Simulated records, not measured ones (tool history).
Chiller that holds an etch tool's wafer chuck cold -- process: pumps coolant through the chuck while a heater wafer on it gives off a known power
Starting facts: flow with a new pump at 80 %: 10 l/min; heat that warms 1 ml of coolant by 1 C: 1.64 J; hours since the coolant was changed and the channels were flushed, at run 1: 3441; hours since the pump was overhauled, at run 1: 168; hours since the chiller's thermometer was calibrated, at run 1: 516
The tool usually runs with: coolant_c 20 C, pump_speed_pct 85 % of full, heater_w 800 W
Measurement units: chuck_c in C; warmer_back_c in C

run	hour	coolant_c	pump_speed_pct	heater_w	hours since the coolant was changed and the channels were flushed	hours since the pump was overhauled	hours since the chiller's thermometer was calibrated	chuck_c	warmer_back_c
1	0.0	20	85	800	3441	168	516	25.87	2.72
2	63.9	20	85	800	3504	232	579	25.91	2.73
3	100.4	20	85	1177	3541	268	616	28.67	4.12
4	136.9	20	85	800	3577	305	652	25.98	2.77
5	188.1	20	85	800	3629	356	704	25.74	2.75
6	249.6	20	85	800	3690	417	765	25.89	2.82
7	312.3	20	85	800	3753	480	828	25.99	2.76
8	368.5	20	85	800	3809	536	884	25.85	2.76
9	411.9	20	85	800	3852	580	927	25.81	2.78
10	451.8	20	85	800	3892	620	967	25.77	2.77
11	517.7	20	85	800	3958	686	1033	25.70	2.77
12	554.9	20	70	800	3995	723	1070	26.64	3.35
13	608.3	20	70	800	4049	776	1124	26.71	3.36
14	662.4	20	70	800	4103	830	1178	26.67	3.39
15	697.5	20	90	800	4138	865	1213	25.51	2.62
16	733.8	20	90	800	4174	902	1249	25.49	2.63
17	791.4	20	90	800	4232	959	1307	25.34	2.59
18	820.3	20	85	1100	4261	988	1336	28.03	3.77
19	851.3	24	85	488	4292	1019	1367	27.42	1.70
20	910.1	14	85	723	4351	1078	1426	19.10	2.48
21	972.2	14	85	723	4413	1140	1488	19.09	2.47
22	1006.2	13	93	471	4447	1174	1522	16.00	1.47
23	1063.6	11	79	561	4504	1231	1579	15.11	2.09
24	1123.3	20	85	578	4564	1291	1639	24.02	2.01
25	1184.3	20	85	578	4625	1352	1700	23.99	1.98

Run 26 is up next; what results do you expect?
26	1218.2	20	85	578	4659	1386	1734	?	?

Logged for run 26: chuck_c 23.97 C, warmer_back_c 2.02 C.
The same run, on a tool lacking any hidden state, would have yielded chuck_c 24.26 C, warmer_back_c 2.02 C.
